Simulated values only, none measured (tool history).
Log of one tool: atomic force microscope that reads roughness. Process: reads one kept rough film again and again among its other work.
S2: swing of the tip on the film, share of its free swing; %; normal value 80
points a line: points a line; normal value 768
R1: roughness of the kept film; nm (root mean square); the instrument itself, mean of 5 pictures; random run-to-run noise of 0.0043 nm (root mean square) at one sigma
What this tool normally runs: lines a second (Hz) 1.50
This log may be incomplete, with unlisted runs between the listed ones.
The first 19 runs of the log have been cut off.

-- hour=124.2 new tip fitted
run 20 hour=132.3 | lines_a_second_(Hz)=1.50 S2=80 points_a_line=768 | R1=0.429
run 21 hour=137.4 | lines_a_second_(Hz)=1.50 S2=80 points_a_line=768 | R1=0.421
run 22 hour=145.7 | lines_a_second_(Hz)=1.50 S2=57 points_a_line=768 | R1=0.481
run 23 hour=154.6 | lines_a_second_(Hz)=1.10 S2=57 points_a_line=506 | R1=0.483
run 24 hour=163.1 | lines_a_second_(Hz)=1.16 S2=65 points_a_line=699 | R1=0.470
run 25 hour=169.8 | lines_a_second_(Hz)=1.16 S2=65 points_a_line=699 | R1=0.471
run 26 hour=175.6 | lines_a_second_(Hz)=1.68 S2=56 points_a_line=325 | R1=0.466
run 27 hour=180.9 | lines_a_second_(Hz)=3.62 S2=69 points_a_line=768 | R1=0.402
run 28 hour=187.7 | lines_a_second_(Hz)=3.62 S2=69 points_a_line=768 | R1=0.406
run 29 hour=193.7 | lines_a_second_(Hz)=2.44 S2=87 points_a_line=371 | R1=0.346
run 30 hour=198.1 | lines_a_second_(Hz)=1.28 S2=77 points_a_line=358 | R1=0.433
-- hour=199.5 new tip fitted
run 31 hour=205.4 | lines_a_second_(Hz)=1.28 S2=69 points_a_line=358 | R1=0.461
run 32 hour=213.6 | lines_a_second_(Hz)=1.28 S2=69 points_a_line=358 | R1=0.448
run 33 hour=218.6 | lines_a_second_(Hz)=0.96 S2=69 points_a_line=457 | R1=0.467
run 34 hour=222.3 | lines_a_second_(Hz)=1.50 S2=80 points_a_line=327 | R1=0.409
run 35 hour=231.5 | lines_a_second_(Hz)=1.96 S2=83 points_a_line=420 | R1=0.386
run 36 hour=236.7 | lines_a_second_(Hz)=1.50 S2=76 points_a_line=462 | R1=0.429
run 37 hour=242.4 | lines_a_second_(Hz)=1.49 S2=84 points_a_line=893 | R1=0.412
run 38 hour=250.7 | lines_a_second_(Hz)=1.45 S2=71 points_a_line=386 | R1=0.448
run 39 hour=259.5 | lines_a_second_(Hz)=1.45 S2=71 points_a_line=386 | R1=0.447
run 40 hour=265.5 | lines_a_second_(Hz)=1.50 S2=80 points_a_line=652 | R1=0.423
run 41 hour=271.9 | lines_a_second_(Hz)=1.50 S2=64 points_a_line=359 | R1=0.456
-- hour=275.2 new tip fitted
run 42 hour=277.9 | lines_a_second_(Hz)=1.50 S2=64 points_a_line=359 | R1=0.455
run 43 hour=283.1 | lines_a_second_(Hz)=1.50 S2=64 points_a_line=359 | R1=0.459
run 44 hour=289.0 | lines_a_second_(Hz)=1.50 S2=64 points_a_line=359 | R1=0.459

5 options for the next run, each taken on its own from the tool as it stands now. Forecast them:
run A hour=297.4 | lines_a_second_(Hz)=1.49 S2=57 points_a_line=292 | R1=?
run B hour=297.4 | lines_a_second_(Hz)=1.50 S2=74 points_a_line=359 | R1=?
run C hour=297.4 | lines_a_second_(Hz)=1.50 S2=83 points_a_line=359 | R1=?
run D hour=297.4 | lines_a_second_(Hz)=1.50 S2=61 points_a_line=497 | R1=?
run E hour=297.4 | lines_a_second_(Hz)=2.99 S2=80 points_a_line=732 | R1=?

run=A R1=0.470
run=B R1=0.438
run=C R1=0.408
run=D R1=0.467
run=E R1=0.379
Without the tool's hidden state the same runs would have given:
run=A R1=0.471
run=B R1=0.439
run=C R1=0.408
run=D R1=0.467
run=E R1=0.380

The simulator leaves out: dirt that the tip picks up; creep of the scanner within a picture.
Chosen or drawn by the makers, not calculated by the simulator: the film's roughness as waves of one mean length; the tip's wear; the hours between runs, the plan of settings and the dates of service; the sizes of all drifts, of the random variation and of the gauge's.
